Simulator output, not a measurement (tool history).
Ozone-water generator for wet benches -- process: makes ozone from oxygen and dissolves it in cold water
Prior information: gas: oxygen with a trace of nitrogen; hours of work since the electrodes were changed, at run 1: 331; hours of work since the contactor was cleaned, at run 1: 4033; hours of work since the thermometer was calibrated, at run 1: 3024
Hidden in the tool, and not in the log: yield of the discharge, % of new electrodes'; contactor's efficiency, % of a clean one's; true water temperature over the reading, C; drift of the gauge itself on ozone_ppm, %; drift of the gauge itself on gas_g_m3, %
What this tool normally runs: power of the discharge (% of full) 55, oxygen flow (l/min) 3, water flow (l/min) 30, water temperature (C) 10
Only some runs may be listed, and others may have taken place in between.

run,hour,power of the discharge (% of full),oxygen flow (l/min),water flow (l/min),water temperature (C),hours of work since the electrodes were changed,hours of work since the contactor was cleaned,hours of work since the thermometer was calibrated,dissolved ozone (ppm),ozone in the gas ahead of the water (g/m3)
1,0,55,3,30,10,331,4033,3024,12.6,206.7
2,44.3,55,4.41,30,10,375,4077,3068,15.3,185.2
3,74.4,55,3,30,10,405,4107,3098,12.9,210.4
4,115.7,55,3,30,7,446,4148,3140,13,211.7
5,140.4,55,3,21,7,471,4173,3164,19.5,211.6
# hour 168.9: water thermometer calibrated
6,182.6,55,3,21,7,512,4214,14,19.3,210.1
7,211.4,55,3,21,7,541,4243,42,19.6,213.3
8,248.9,55,3,21,7,579,4280,80,19.2,212.2
# hour 261.2: contactor cleaned
9,289.9,55,3,30,10,615,29,117,13,211.6
10,346.5,55,3,30,10,672,85,173,12.7,212.8
11,379.9,55,3,30,10,705,118,206,12.8,214.4
12,413.9,55,3,18,10,739,152,240,21.9,213.2
13,451.6,55,3,30,10,777,190,278,13,216.2
14,510,55,3,30,10,835,248,336,12.7,215.3
15,549.5,55,3,30,10,874,287,375,12.7,216
16,579,55,3,42,10,904,317,405,8.5,214.9
17,613.2,55,3,42,10,938,351,439,8.4,214.3
18,663.2,61,3,33,10,988,401,489,12.4,226.7
19,704.5,66,3.57,20,7,1029,442,530,24.4,226.4
20,735.2,66,2.24,20,7,1059,473,561,20,268.1
21,772.1,99,1.64,21,6,1096,509,597,20.7,374.5
22,831.3,55,3,30,5,1155,568,656,13.3,214.5
# hour 875.5: gauge calibrated
23,878.1,52,3.37,42,8,1202,615,703,9.1,196.3
24,914.9,63,3.37,42,12,1239,652,740,9.6,219.8
25,951.2,63,3.37,42,12,1275,688,776,9.8,220.6
26,976.4,63,3.37,42,12,1300,713,801,9.7,220.7
27,1008.8,55,3.93,30,10,1332,745,833,14.5,193
28,1034.4,82,3.76,30,13,1358,771,859,17.8,252.6
29,1067.2,77,3.76,30,8,1390,804,892,17.7,241.1
30,1110.9,47,3,30,10,1434,847,935,11.6,192.4
31,1141.9,47,3,30,10,1465,878,966,11.7,191.9
32,1197.3,55,1.72,25,10,1520,933,1021,11.8,255.6
33,1241.2,55,4.87,24,10,1564,977,1065,19.7,182.4

For each entry between runs, how does the tool's hidden state at the last listed run before it compare with that at the first listed run after it?
Runs 5 to 6: water thermometer calibrated (hour 168.9)
  drift of the gauge itself on gas_g_m3, %: 0.46 -> 0.6
  measured minus no-state result, ozone in the gas ahead of the water (g/m3): +1 -> +1.2
Runs 8 to 9: contactor cleaned (hour 261.2)
  drift of the gauge itself on gas_g_m3, %: 0.82 -> 0.94
  measured minus no-state result, ozone in the gas ahead of the water (g/m3): +1.7 -> +1.9
Runs 22 to 23: gauge calibrated (hour 875.5)
  drift of the gauge itself on gas_g_m3, %: 2.74 -> 0.01
  measured minus no-state result, ozone in the gas ahead of the water (g/m3): +5.7 -> +0
